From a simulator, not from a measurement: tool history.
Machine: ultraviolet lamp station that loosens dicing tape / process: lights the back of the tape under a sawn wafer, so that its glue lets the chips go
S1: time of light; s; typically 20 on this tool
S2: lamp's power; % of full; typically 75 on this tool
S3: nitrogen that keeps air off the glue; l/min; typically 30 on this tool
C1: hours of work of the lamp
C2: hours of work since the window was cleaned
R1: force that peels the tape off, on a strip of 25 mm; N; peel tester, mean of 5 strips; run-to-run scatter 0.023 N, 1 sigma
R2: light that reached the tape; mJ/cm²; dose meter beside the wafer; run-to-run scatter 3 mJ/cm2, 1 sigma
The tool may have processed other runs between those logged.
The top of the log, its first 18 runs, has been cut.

| run | day | S1 | S2 | S3 | C1 | C2 | R1 | R2 |
|---|---|---|---|---|---|---|---|---|
| 19 | 11.825 | 20 | 78 | 30 | 356 | 285 | 1.819 | 377 |
| 20 | 12.525 | 20 | 75 | 34 | 365 | 293 | 1.732 | 352 |
| 21 | 13.175 | 20 | 75 | 34 | 373 | 301 | 1.776 | 355 |
| 22 | 13.95 | 20 | 75 | 16 | 382 | 311 | 2.991 | 347 |
| 23 | 14.675 | 18 | 75 | 46 | 391 | 320 | 1.786 | 311 |
| 24 | 15.575 | 15 | 90 | 34 | 402 | 331 | 2.29 | 308 |
| 25 | 16.075 | 15 | 90 | 34 | 409 | 337 | 2.261 | 304 |
| 26 | 16.725 | 23 | 64 | 34 | 417 | 346 | 1.962 | 330 |
| 27 | 17.15 | 20 | 63 | 19 | 422 | 351 | 3.413 | 277 |
| 28 | 18.012 | 11 | 92 | 30 | 433 | 362 | 3.681 | 222 |
| 29 | 18.471 | 27 | 92 | 30 | 439 | 367 | 0.77 | 546 |
| 30 | 19.308 | 27 | 92 | 30 | 449 | 378 | 0.792 | 548 |
| 31 | 19.954 | 15 | 72 | 41 | 457 | 386 | 2.903 | 234 |
| 32 | 20.392 | 20 | 71 | 27 | 462 | 391 | 2.587 | 311 |
| 33 | 20.775 | 31 | 84 | 30 | 467 | 396 | 0.703 | 568 |
| 34 | 21.471 | 20 | 87 | 30 | 476 | 405 | 1.691 | 374 |
| 35 | 22.329 | 24 | 87 | 22 | 486 | 415 | 1.568 | 443 |
| 36 | 22.954 | 11 | 76 | 24 | 494 | 423 | 5.058 | 172 |
|  | 23.112 | window cleaned of glue's vapour |
| 37 | 23.742 | 16 | 75 | 10 | 504 | 8 | 5.11 | 272 |
| 38 | 24.567 | 12 | 65 | 13 | 514 | 18 | 6.219 | 173 |
| 39 | 25.154 | 13 | 75 | 11 | 521 | 25 | 5.756 | 213 |
| 40 | 25.833 | 13 | 90 | 46 | 530 | 34 | 2.433 | 257 |
| 41 | 26.596 | 20 | 78 | 31 | 539 | 43 | 1.939 | 347 |
| 42 | 26.988 | 20 | 78 | 31 | 544 | 48 | 2.034 | 340 |
| 43 | 27.638 | 10 | 78 | 55 | 552 | 56 | 3.833 | 170 |

What if the next run were any one of these 3? Each begins from the tool's condition after run 43:
| A | 28.446 | 15 | 88 | 54 | 562 | 66 | ? | ? |
| B | 28.446 | 20 | 82 | 26 | 562 | 66 | ? | ? |
| C | 28.446 | 13 | 67 | 43 | 562 | 66 | ? | ? |

| run | R1 | R2 |
|---|---|---|
| A | 2.002 | 282 |
| B | 2.248 | 348 |
| C | 3.845 | 183 |
Had the tool no hidden state, the same runs would have come out as:
| run | R1 | R2 |
|---|---|---|
| A | 0.962 | 404 |
| B | 1.124 | 500 |
| C | 2.406 | 263 |
